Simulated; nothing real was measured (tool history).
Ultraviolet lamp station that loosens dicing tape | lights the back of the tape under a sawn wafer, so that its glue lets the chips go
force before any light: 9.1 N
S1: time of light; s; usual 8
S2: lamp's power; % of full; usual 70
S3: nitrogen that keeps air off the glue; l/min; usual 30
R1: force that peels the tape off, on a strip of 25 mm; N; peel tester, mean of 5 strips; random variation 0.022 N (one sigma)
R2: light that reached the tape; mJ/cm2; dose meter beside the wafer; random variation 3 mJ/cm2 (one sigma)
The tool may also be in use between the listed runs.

run 1 day=0 | S1=8 S2=70 S3=30 | R1=1.692 R2=344
run 2 day=0.983 | S1=8 S2=70 S3=30 | R1=1.699 R2=343
run 3 day=2.142 | S1=8 S2=70 S3=30 | R1=1.738 R2=340
run 4 day=3.175 | S1=8 S2=72 S3=30 | R1=1.625 R2=351
run 5 day=3.821 | S1=8 S2=70 S3=30 | R1=1.724 R2=337
run 6 day=5.125 | S1=6 S2=70 S3=30 | R1=2.574 R2=251
run 7 day=5.692 | S1=6 S2=70 S3=30 | R1=2.728 R2=247
run 8 day=6.479 | S1=8 S2=70 S3=16 | R1=2.382 R2=334
run 9 day=7.558 | S1=5 S2=70 S3=30 | R1=3.241 R2=208
run 10 day=8.654 | S1=8 S2=70 S3=30 | R1=1.85 R2=327
run 11 day=9.908 | S1=8 S2=70 S3=30 | R1=1.772 R2=324
run 12 day=11.221 | S1=5 S2=79 S3=30 | R1=2.953 R2=228
-- day=11.3 window cleaned of glue's vapour
run 13 day=12.008 | S1=5 S2=79 S3=30 | R1=3.115 R2=216
run 14 day=13.25 | S1=5 S2=79 S3=30 | R1=3.123 R2=217
run 15 day=13.979 | S1=5 S2=79 S3=30 | R1=3.087 R2=221
run 16 day=15.112 | S1=5 S2=92 S3=12 | R1=3.509 R2=244
-- day=15.638 window cleaned of glue's vapour, once more
run 17 day=16.462 | S1=9 S2=68 S3=31 | R1=1.391 R2=381
run 18 day=17.792 | S1=8 S2=71 S3=10 | R1=2.584 R2=353
run 19 day=18.542 | S1=8 S2=71 S3=10 | R1=2.617 R2=356
run 20 day=19.712 | S1=8 S2=71 S3=10 | R1=2.662 R2=353
run 21 day=20.658 | S1=11 S2=100 S3=18 | R1=0.55 R2=679

Forecast each of these 3 alternatives for the next run:
run A day=21.679 | S1=11 S2=76 S3=19 | R1=? R2=?
run B day=21.679 | S1=11 S2=92 S3=18 | R1=? R2=?
run C day=21.679 | S1=11 S2=100 S3=15 | R1=? R2=?

run=A R1=1.069 R2=507
run=B R1=0.697 R2=619
run=C R1=0.652 R2=672
Without the tool's hidden state the same runs would have given:
run=A R1=0.611 R2=647
run=B R1=0.37 R2=789
run=C R1=0.34 R2=857
